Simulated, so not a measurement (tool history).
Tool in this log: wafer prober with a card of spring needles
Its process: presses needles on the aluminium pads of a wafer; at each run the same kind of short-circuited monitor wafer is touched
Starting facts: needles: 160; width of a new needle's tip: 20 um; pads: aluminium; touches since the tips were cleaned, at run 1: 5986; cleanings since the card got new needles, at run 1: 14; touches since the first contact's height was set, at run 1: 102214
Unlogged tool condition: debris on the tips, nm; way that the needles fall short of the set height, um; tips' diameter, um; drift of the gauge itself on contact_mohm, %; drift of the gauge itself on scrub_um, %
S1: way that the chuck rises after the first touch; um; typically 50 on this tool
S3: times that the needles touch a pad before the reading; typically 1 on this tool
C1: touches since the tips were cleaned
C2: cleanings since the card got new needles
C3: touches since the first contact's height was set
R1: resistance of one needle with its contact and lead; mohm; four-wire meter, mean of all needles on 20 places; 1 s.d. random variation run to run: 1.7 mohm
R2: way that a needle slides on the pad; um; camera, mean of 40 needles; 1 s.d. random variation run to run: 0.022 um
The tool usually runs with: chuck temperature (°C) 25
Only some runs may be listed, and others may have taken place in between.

run 1 hour=0.0 | S1=50 chuck_temperature_(°C)=25 S3=1 | C1=5986 C2=14 C3=102214 | R1=166 R2=9.09
-- hour=2.0 tips cleaned on abrasive film
run 2 hour=13.7 | S1=50 chuck_temperature_(°C)=84 S3=1 | C1=4113 C2=15 C3=106978 | R1=179 R2=9.12
-- hour=20.3 tips cleaned on abrasive film
run 3 hour=24.9 | S1=50 chuck_temperature_(°C)=84 S3=1 | C1=1591 C2=16 C3=110837 | R1=178 R2=9.06
-- hour=39.0 tips cleaned on abrasive film
run 4 hour=39.0 | S1=50 chuck_temperature_(°C)=25 S3=1 | C1=0 C2=17 C3=115743 | R1=168 R2=9.07
run 5 hour=48.5 | S1=50 chuck_temperature_(°C)=78 S3=1 | C1=3344 C2=17 C3=119087 | R1=177 R2=9.13
-- hour=57.8 tips cleaned on abrasive film
run 6 hour=60.8 | S1=50 chuck_temperature_(°C)=25 S3=1 | C1=1046 C2=18 C3=123336 | R1=165 R2=9.09
run 7 hour=68.0 | S1=50 chuck_temperature_(°C)=25 S3=1 | C1=3579 C2=18 C3=125869 | R1=168 R2=9.11
-- hour=76.7 tips cleaned on abrasive film
run 8 hour=78.2 | S1=50 chuck_temperature_(°C)=25 S3=2 | C1=525 C2=19 C3=129399 | R1=164 R2=9.10
run 9 hour=90.1 | S1=46 chuck_temperature_(°C)=25 S3=1 | C1=4679 C2=19 C3=133553 | R1=169 R2=8.39
-- hour=96.3 tips cleaned on abrasive film
run 10 hour=98.1 | S1=49 chuck_temperature_(°C)=25 S3=1 | C1=604 C2=20 C3=136303 | R1=168 R2=8.92
run 11 hour=108.4 | S1=67 chuck_temperature_(°C)=25 S3=1 | C1=4226 C2=20 C3=139925 | R1=157 R2=12.19
-- hour=112.0 height of the first contact set anew
-- hour=115.4 tips cleaned on abrasive film
run 12 hour=115.5 | S1=67 chuck_temperature_(°C)=25 S3=1 | C1=54 C2=21 C3=1192 | R1=159 R2=12.20
run 13 hour=125.6 | S1=67 chuck_temperature_(°C)=25 S3=1 | C1=3592 C2=21 C3=4730 | R1=160 R2=12.19
-- hour=134.1 tips cleaned on abrasive film
run 14 hour=141.3 | S1=50 chuck_temperature_(°C)=25 S3=1 | C1=2527 C2=22 C3=10174 | R1=166 R2=9.04
run 15 hour=150.1 | S1=50 chuck_temperature_(°C)=25 S3=1 | C1=5624 C2=22 C3=13271 | R1=167 R2=9.07
-- hour=153.1 tips cleaned on abrasive film
run 16 hour=163.9 | S1=50 chuck_temperature_(°C)=25 S3=1 | C1=3789 C2=23 C3=18060 | R1=166 R2=9.09
-- hour=171.4 tips cleaned on abrasive film
run 17 hour=173.2 | S1=32 chuck_temperature_(°C)=29 S3=2 | C1=653 C2=24 C3=21278 | R1=177 R2=5.82
run 18 hour=188.1 | S1=55 chuck_temperature_(°C)=124 S3=1 | C1=5854 C2=24 C3=26479 | R1=183 R2=10.03
-- hour=190.0 tips cleaned on abrasive film
run 19 hour=199.8 | S1=32 chuck_temperature_(°C)=92 S3=1 | C1=3454 C2=25 C3=30552 | R1=197 R2=5.81
-- hour=209.1 tips cleaned on abrasive film
run 20 hour=213.7 | S1=50 chuck_temperature_(°C)=32 S3=2 | C1=1618 C2=26 C3=35378 | R1=166 R2=9.11
-- hour=227.5 tips cleaned on abrasive film
run 21 hour=227.8 | S1=67 chuck_temperature_(°C)=61 S3=1 | C1=110 C2=27 C3=40262 | R1=166 R2=12.20
run 22 hour=243.8 | S1=34 chuck_temperature_(°C)=25 S3=2 | C1=5719 C2=27 C3=45871 | R1=175 R2=6.20
-- hour=246.6 tips cleaned on abrasive film
run 23 hour=257.6 | S1=65 chuck_temperature_(°C)=25 S3=2 | C1=3859 C2=28 C3=50658 | R1=160 R2=11.82
-- hour=265.4 tips cleaned on abrasive film
run 24 hour=270.2 | S1=34 chuck_temperature_(°C)=33 S3=2 | C1=1702 C2=29 C3=55034 | R1=180 R2=6.19
-- hour=284.4 tips cleaned on abrasive film
run 25 hour=285.7 | S1=54 chuck_temperature_(°C)=25 S3=1 | C1=475 C2=30 C3=60415 | R1=163 R2=9.83
run 26 hour=292.5 | S1=60 chuck_temperature_(°C)=91 S3=2 | C1=2853 C2=30 C3=62793 | R1=177 R2=10.93
-- hour=303.1 tips cleaned on abrasive film
run 27 hour=307.9 | S1=36 chuck_temperature_(°C)=85 S3=2 | C1=1696 C2=31 C3=68152 | R1=188 R2=6.55
run 28 hour=315.2 | S1=36 chuck_temperature_(°C)=85 S3=2 | C1=4226 C2=31 C3=70682 | R1=186 R2=6.52
-- hour=321.7 tips cleaned on abrasive film
run 29 hour=322.3 | S1=44 chuck_temperature_(°C)=87 S3=3 | C1=211 C2=32 C3=73135 | R1=185 R2=7.97

Describe how what the log doesn't record of the tool's condition differs between the last listed run preceding each entry between runs and the first listed run following it.
Runs 1 to 2: tips cleaned on abrasive film (hour 2.0)
  debris on the tips, nm: 0.5 -> 0.4
Runs 2 to 3: tips cleaned on abrasive film (hour 20.3)
  debris on the tips, nm: 0.4 -> 0.3
Runs 3 to 4: tips cleaned on abrasive film (hour 39.0)
  debris on the tips, nm: 0.3 -> 0
Runs 5 to 6: tips cleaned on abrasive film (hour 57.8)
  debris on the tips, nm: 0.4 -> 0.2
Runs 7 to 8: tips cleaned on abrasive film (hour 76.7)
  debris on the tips, nm: 0.4 -> 0.1
Runs 9 to 10: tips cleaned on abrasive film (hour 96.3)
  debris on the tips, nm: 0.4 -> 0.1
Runs 11 to 12: height of the first contact set anew (hour 112.0); tips cleaned on abrasive film (hour 115.4)
  debris on the tips, nm: 0.4 -> 0
Runs 13 to 14: tips cleaned on abrasive film (hour 134.1)
  debris on the tips, nm: 0.4 -> 0.3
Runs 15 to 16: tips cleaned on abrasive film (hour 153.1)
  debris on the tips, nm: 0.5 -> 0.4
Runs 16 to 17: tips cleaned on abrasive film (hour 171.4)
  debris on the tips, nm: 0.4 -> 0.2
Runs 18 to 19: tips cleaned on abrasive film (hour 190.0)
  debris on the tips, nm: 0.5 -> 0.4
Runs 19 to 20: tips cleaned on abrasive film (hour 209.1)
  debris on the tips, nm: 0.4 -> 0.2
Runs 20 to 21: tips cleaned on abrasive film (hour 227.5)
  debris on the tips, nm: 0.2 -> 0
Runs 22 to 23: tips cleaned on abrasive film (hour 246.6)
  debris on the tips, nm: 0.5 -> 0.4
Runs 23 to 24: tips cleaned on abrasive film (hour 265.4)
  debris on the tips, nm: 0.4 -> 0.3
Runs 24 to 25: tips cleaned on abrasive film (hour 284.4)
  debris on the tips, nm: 0.3 -> 0.1
Runs 26 to 27: tips cleaned on abrasive film (hour 303.1)
  no difference in the tool's unlogged condition between these two runs
Runs 28 to 29: tips cleaned on abrasive film (hour 321.7)
  debris on the tips, nm: 0.4 -> 0.1

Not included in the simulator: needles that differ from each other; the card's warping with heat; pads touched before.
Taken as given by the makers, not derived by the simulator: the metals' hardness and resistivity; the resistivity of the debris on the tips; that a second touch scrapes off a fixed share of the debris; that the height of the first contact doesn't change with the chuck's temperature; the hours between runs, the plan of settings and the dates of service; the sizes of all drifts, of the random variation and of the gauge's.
